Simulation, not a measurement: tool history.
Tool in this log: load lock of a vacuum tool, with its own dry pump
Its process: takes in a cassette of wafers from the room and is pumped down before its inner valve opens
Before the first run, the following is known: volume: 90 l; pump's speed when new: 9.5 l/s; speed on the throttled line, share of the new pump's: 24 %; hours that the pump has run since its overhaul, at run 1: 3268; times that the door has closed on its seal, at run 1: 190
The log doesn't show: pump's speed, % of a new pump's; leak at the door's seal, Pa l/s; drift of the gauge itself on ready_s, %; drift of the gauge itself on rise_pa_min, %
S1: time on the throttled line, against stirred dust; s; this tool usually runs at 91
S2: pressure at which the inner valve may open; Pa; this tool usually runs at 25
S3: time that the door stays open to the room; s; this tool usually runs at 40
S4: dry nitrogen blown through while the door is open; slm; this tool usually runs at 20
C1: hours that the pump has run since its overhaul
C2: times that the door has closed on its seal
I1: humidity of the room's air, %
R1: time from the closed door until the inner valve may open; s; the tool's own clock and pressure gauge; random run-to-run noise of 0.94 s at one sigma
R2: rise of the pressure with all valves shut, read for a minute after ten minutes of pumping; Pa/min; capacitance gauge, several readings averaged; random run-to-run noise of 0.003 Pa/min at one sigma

{"run": 1, "hour": 0.0, "S1": 91, "S2": 25, "S3": 40, "S4": 20, "C1": 3268, "C2": 190, "I1": 44, "R1": 153.3, "R2": 0.02}
{"run": 2, "hour": 77.3, "S1": 91, "S2": 25, "S3": 40, "S4": 20, "C1": 3345, "C2": 461, "I1": 44.5, "R1": 152.6, "R2": 0.029}
{"run": 3, "hour": 151.0, "S1": 124, "S2": 25, "S3": 40, "S4": 20, "C1": 3419, "C2": 719, "I1": 44.4, "R1": 176.7, "R2": 0.031}
{"run": 4, "hour": 196.9, "S1": 116, "S2": 25, "S3": 40, "S4": 20, "C1": 3465, "C2": 879, "I1": 46.7, "R1": 172.8, "R2": 0.039}
{"run": 5, "hour": 279.6, "S1": 116, "S2": 25, "S3": 40, "S4": 20, "C1": 3547, "C2": 1169, "I1": 45, "R1": 171.4, "R2": 0.03}
{"run": 6, "hour": 375.9, "S1": 91, "S2": 25, "S3": 40, "S4": 20, "C1": 3644, "C2": 1505, "I1": 43.9, "R1": 153.4, "R2": 0.032}
{"run": 7, "hour": 416.1, "S1": 91, "S2": 20, "S3": 26, "S4": 20, "C1": 3684, "C2": 1646, "I1": 46.5, "R1": 155.6, "R2": 0.033}

Run 8 comes next. What will it give?
{"run": 8, "hour": 462.7, "S1": 91, "S2": 20, "S3": 26, "S4": 20, "C1": 3730, "C2": 1809, "I1": 46.8, "R1": "?", "R2": "?"}

Logged for run 8: R1 155.8 s, R2 0.026 Pa/min.
Were there no unlogged condition in the tool, this run, its random variation unchanged, would have produced R1 150.7 s, R2 0.019 Pa/min.
